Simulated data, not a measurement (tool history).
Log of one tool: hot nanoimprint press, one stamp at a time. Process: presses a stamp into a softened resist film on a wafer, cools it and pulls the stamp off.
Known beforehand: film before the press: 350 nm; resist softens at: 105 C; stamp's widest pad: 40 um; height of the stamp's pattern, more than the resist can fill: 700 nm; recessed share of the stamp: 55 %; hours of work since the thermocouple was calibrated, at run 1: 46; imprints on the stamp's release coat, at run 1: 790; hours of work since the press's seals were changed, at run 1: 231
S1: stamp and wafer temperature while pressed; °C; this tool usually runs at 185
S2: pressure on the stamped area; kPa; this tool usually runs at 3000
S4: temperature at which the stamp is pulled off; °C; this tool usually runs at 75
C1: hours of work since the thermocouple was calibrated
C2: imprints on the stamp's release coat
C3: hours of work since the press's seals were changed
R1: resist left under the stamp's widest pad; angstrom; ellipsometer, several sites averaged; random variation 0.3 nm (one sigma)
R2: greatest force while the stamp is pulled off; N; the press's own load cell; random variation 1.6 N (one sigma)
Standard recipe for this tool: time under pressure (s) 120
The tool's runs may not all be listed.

{"run": 1, "hour": 0.0, "S1": 185, "S2": 3000, "time under pressure (s)": 120, "S4": 75, "C1": 46, "C2": 790, "C3": 231, "R1": 1243, "R2": 194}
{"run": 2, "hour": 25.4, "S1": 185, "S2": 3000, "time under pressure (s)": 140, "S4": 75, "C1": 57, "C2": 869, "C3": 243, "R1": 1167, "R2": 199}
{"run": 3, "hour": 51.1, "S1": 185, "S2": 3000, "time under pressure (s)": 120, "S4": 75, "C1": 69, "C2": 949, "C3": 255, "R1": 1248, "R2": 199}
{"run": 4, "hour": 71.5, "S1": 185, "S2": 3000, "time under pressure (s)": 120, "S4": 75, "C1": 79, "C2": 1013, "C3": 264, "R1": 1249, "R2": 200}
{"run": 5, "hour": 86.6, "S1": 185, "S2": 3000, "time under pressure (s)": 120, "S4": 75, "C1": 86, "C2": 1060, "C3": 271, "R1": 1239, "R2": 199}
{"run": 6, "hour": 102.9, "S1": 185, "S2": 3000, "time under pressure (s)": 120, "S4": 75, "C1": 93, "C2": 1111, "C3": 278, "R1": 1240, "R2": 199}
{"run": 7, "hour": 117.6, "S1": 185, "S2": 3000, "time under pressure (s)": 120, "S4": 75, "C1": 100, "C2": 1156, "C3": 285, "R1": 1240, "R2": 204}
{"run": 8, "hour": 145.4, "S1": 185, "S2": 3000, "time under pressure (s)": 120, "S4": 75, "C1": 113, "C2": 1243, "C3": 298, "R1": 1234, "R2": 202}
{"hour": 165.5, "done": "stamp cleaned and given a new release coat"}
{"run": 9, "hour": 177.7, "S1": 184, "S2": 3000, "time under pressure (s)": 120, "S4": 75, "C1": 125, "C2": 38, "C3": 310, "R1": 1294, "R2": 177}
{"run": 10, "hour": 201.2, "S1": 188, "S2": 3000, "time under pressure (s)": 120, "S4": 75, "C1": 135, "C2": 111, "C3": 321, "R1": 1079, "R2": 178}
{"run": 11, "hour": 225.8, "S1": 188, "S2": 3000, "time under pressure (s)": 120, "S4": 75, "C1": 147, "C2": 188, "C3": 332, "R1": 1082, "R2": 179}
{"run": 12, "hour": 244.9, "S1": 185, "S2": 3000, "time under pressure (s)": 120, "S4": 75, "C1": 155, "C2": 247, "C3": 341, "R1": 1235, "R2": 180}
{"run": 13, "hour": 262.6, "S1": 185, "S2": 3000, "time under pressure (s)": 120, "S4": 75, "C1": 164, "C2": 303, "C3": 349, "R1": 1231, "R2": 182}
{"run": 14, "hour": 275.1, "S1": 185, "S2": 2400, "time under pressure (s)": 120, "S4": 75, "C1": 169, "C2": 341, "C3": 355, "R1": 1381, "R2": 183}
{"run": 15, "hour": 298.8, "S1": 185, "S2": 2400, "time under pressure (s)": 120, "S4": 75, "C1": 180, "C2": 415, "C3": 366, "R1": 1378, "R2": 186}
{"run": 16, "hour": 318.7, "S1": 185, "S2": 2400, "time under pressure (s)": 120, "S4": 75, "C1": 189, "C2": 477, "C3": 375, "R1": 1372, "R2": 186}
{"run": 17, "hour": 332.0, "S1": 185, "S2": 2400, "time under pressure (s)": 120, "S4": 75, "C1": 196, "C2": 519, "C3": 381, "R1": 1376, "R2": 189}
{"run": 18, "hour": 352.6, "S1": 196, "S2": 2570, "time under pressure (s)": 82, "S4": 63, "C1": 205, "C2": 583, "C3": 390, "R1": 964, "R2": 215}
{"run": 19, "hour": 379.0, "S1": 196, "S2": 2570, "time under pressure (s)": 82, "S4": 63, "C1": 217, "C2": 665, "C3": 402, "R1": 968, "R2": 219}
{"run": 20, "hour": 404.7, "S1": 177, "S2": 2570, "time under pressure (s)": 95, "S4": 66, "C1": 229, "C2": 745, "C3": 414, "R1": 2023, "R2": 209}
{"run": 21, "hour": 417.3, "S1": 177, "S2": 2570, "time under pressure (s)": 95, "S4": 66, "C1": 235, "C2": 784, "C3": 420, "R1": 2016, "R2": 214}
{"run": 22, "hour": 432.1, "S1": 177, "S2": 2850, "time under pressure (s)": 95, "S4": 69, "C1": 241, "C2": 831, "C3": 427, "R1": 1930, "R2": 210}

Predict the results of run 23:
{"run": 23, "hour": 445.8, "S1": 177, "S2": 2850, "time under pressure (s)": 95, "S4": 69, "C1": 248, "C2": 873, "C3": 433, "R1": "?", "R2": "?"}

R1: 1928 angstrom
R2: 206 N
With no hidden state in the tool, this same run would have given R1 1963 angstrom, R2 187 N.
